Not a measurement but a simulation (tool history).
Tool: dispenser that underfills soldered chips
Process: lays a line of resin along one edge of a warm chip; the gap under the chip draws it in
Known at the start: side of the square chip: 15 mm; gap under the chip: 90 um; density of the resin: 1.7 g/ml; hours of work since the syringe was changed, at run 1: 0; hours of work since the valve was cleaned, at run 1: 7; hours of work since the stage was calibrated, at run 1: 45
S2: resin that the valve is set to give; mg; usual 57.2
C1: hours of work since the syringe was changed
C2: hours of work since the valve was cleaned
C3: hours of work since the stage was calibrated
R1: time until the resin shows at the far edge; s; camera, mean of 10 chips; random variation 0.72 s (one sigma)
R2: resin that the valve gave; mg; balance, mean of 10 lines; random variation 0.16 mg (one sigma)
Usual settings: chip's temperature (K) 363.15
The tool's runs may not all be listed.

{"run": 1, "hour": 0.0, "chip's temperature (K)": 363.15, "S2": 57.2, "C1": 0, "C2": 7, "C3": 45, "R1": 65.8, "R2": 57.05}
{"run": 2, "hour": 3.1, "chip's temperature (K)": 363.15, "S2": 57.2, "C1": 2, "C2": 8, "C3": 46, "R1": 77.3, "R2": 57.18}
{"run": 3, "hour": 8.8, "chip's temperature (K)": 363.15, "S2": 57.2, "C1": 5, "C2": 12, "C3": 50, "R1": 99.3, "R2": 57.18}
{"run": 4, "hour": 13.1, "chip's temperature (K)": 363.15, "S2": 57.2, "C1": 8, "C2": 14, "C3": 52, "R1": 115.8, "R2": 56.89}
{"hour": 14.7, "done": "new syringe of resin"}
{"run": 5, "hour": 18.9, "chip's temperature (K)": 363.15, "S2": 57.2, "C1": 3, "C2": 18, "C3": 56, "R1": 77, "R2": 56.52}
{"run": 6, "hour": 24.8, "chip's temperature (K)": 363.15, "S2": 57.2, "C1": 6, "C2": 21, "C3": 59, "R1": 99.6, "R2": 56.75}
{"run": 7, "hour": 28.2, "chip's temperature (K)": 363.15, "S2": 57.2, "C1": 8, "C2": 23, "C3": 61, "R1": 114.2, "R2": 56.91}
{"hour": 29.6, "done": "new syringe of resin"}
{"run": 8, "hour": 34.8, "chip's temperature (K)": 363.15, "S2": 57.2, "C1": 3, "C2": 27, "C3": 65, "R1": 80.8, "R2": 56.5}
{"run": 9, "hour": 38.2, "chip's temperature (K)": 363.15, "S2": 49.9, "C1": 5, "C2": 29, "C3": 67, "R1": 94.9, "R2": 49.45}
{"run": 10, "hour": 43.1, "chip's temperature (K)": 363.15, "S2": 61.2, "C1": 8, "C2": 32, "C3": 70, "R1": 113.5, "R2": 60.54}
{"hour": 44.2, "done": "new syringe of resin"}
{"run": 11, "hour": 49.8, "chip's temperature (K)": 363.15, "S2": 61.2, "C1": 3, "C2": 36, "C3": 74, "R1": 84.5, "R2": 60.18}
{"run": 12, "hour": 54.9, "chip's temperature (K)": 363.15, "S2": 61.2, "C1": 6, "C2": 39, "C3": 77, "R1": 104.2, "R2": 60.1}
{"hour": 58.8, "done": "new syringe of resin"}
{"run": 13, "hour": 60.8, "chip's temperature (K)": 363.15, "S2": 63.4, "C1": 1, "C2": 42, "C3": 81, "R1": 71.6, "R2": 62.11}
{"run": 14, "hour": 66.6, "chip's temperature (K)": 356.15, "S2": 49.3, "C1": 5, "C2": 46, "C3": 84, "R1": 125.7, "R2": 48.31}

The next listed run, before its measurement:
{"run": 15, "hour": 70.5, "chip's temperature (K)": 356.15, "S2": 49.3, "C1": 7, "C2": 48, "C3": 86, "R1": "?", "R2": "?"}

R1: 149.1 s
R2: 48.16 mg
Without the tool's hidden state the same run would have given R1 89.9 s, R2 49.28 mg.
